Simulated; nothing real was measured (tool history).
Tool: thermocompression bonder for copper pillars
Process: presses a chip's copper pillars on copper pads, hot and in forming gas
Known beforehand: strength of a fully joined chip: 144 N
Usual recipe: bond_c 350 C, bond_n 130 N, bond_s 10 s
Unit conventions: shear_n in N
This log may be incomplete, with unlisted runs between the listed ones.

| run | day | bond_c | bond_n | bond_s | shear_n |
|---|---|---|---|---|---|
| 1 | 0 | 350 | 130 | 10 | 86.6 |
| 2 | 2.321 | 350 | 130 | 18 | 101.8 |
|  | 6.058 | forming gas filter changed |
| 3 | 6.188 | 350 | 130 | 18 | 104.8 |
| 4 | 8.488 | 350 | 90 | 18 | 83.3 |
| 5 | 12.467 | 350 | 90 | 18 | 81.7 |
| 6 | 15.404 | 350 | 130 | 10 | 87.1 |
| 7 | 17.375 | 350 | 130 | 10 | 88.4 |
| 8 | 20.192 | 350 | 130 | 10 | 85.7 |
| 9 | 22.021 | 350 | 130 | 10 | 86.1 |
| 10 | 23.833 | 350 | 130 | 10 | 85.8 |
|  | 26.938 | force cell calibrated |
| 11 | 27.012 | 350 | 130 | 10 | 83.2 |
| 12 | 28.725 | 350 | 130 | 19 | 98.6 |
| 13 | 31.062 | 350 | 130 | 19 | 97.8 |
|  | 33.071 | force cell calibrated, once more |
|  | 33.354 | forming gas filter changed |
| 14 | 33.946 | 350 | 188 | 19 | 124.4 |
| 15 | 36.725 | 350 | 188 | 19 | 124.8 |
| 16 | 38.775 | 350 | 111 | 10 | 81.4 |
| 17 | 42.129 | 350 | 111 | 13 | 88 |
| 18 | 44.5 | 350 | 111 | 13 | 86.7 |
| 19 | 48.542 | 350 | 152 | 10 | 97.2 |
| 20 | 51.254 | 350 | 152 | 10 | 95.7 |
| 21 | 55.021 | 350 | 152 | 10 | 96.4 |
| 22 | 57.35 | 350 | 152 | 10 | 94.2 |
| 23 | 59.367 | 350 | 152 | 10 | 94.4 |
|  | 60.712 | forming gas filter changed |
| 24 | 62.017 | 374 | 163 | 11 | 118.2 |
| 25 | 64.717 | 374 | 163 | 11 | 118.8 |
| 26 | 68.696 | 360 | 130 | 10 | 93.8 |
| 27 | 72.708 | 360 | 94 | 10 | 73.7 |
| 28 | 75.2 | 350 | 121 | 10 | 82.5 |
| 29 | 78.912 | 370 | 130 | 14 | 107.5 |

Run 30 comes next. What will it give?
| 30 | 81.504 | 334 | 168 | 8 | ? |

Logged for run 30: shear_n 80.5 N.
The same run, on a tool lacking any hidden state, would have yielded shear_n 92.7 N.
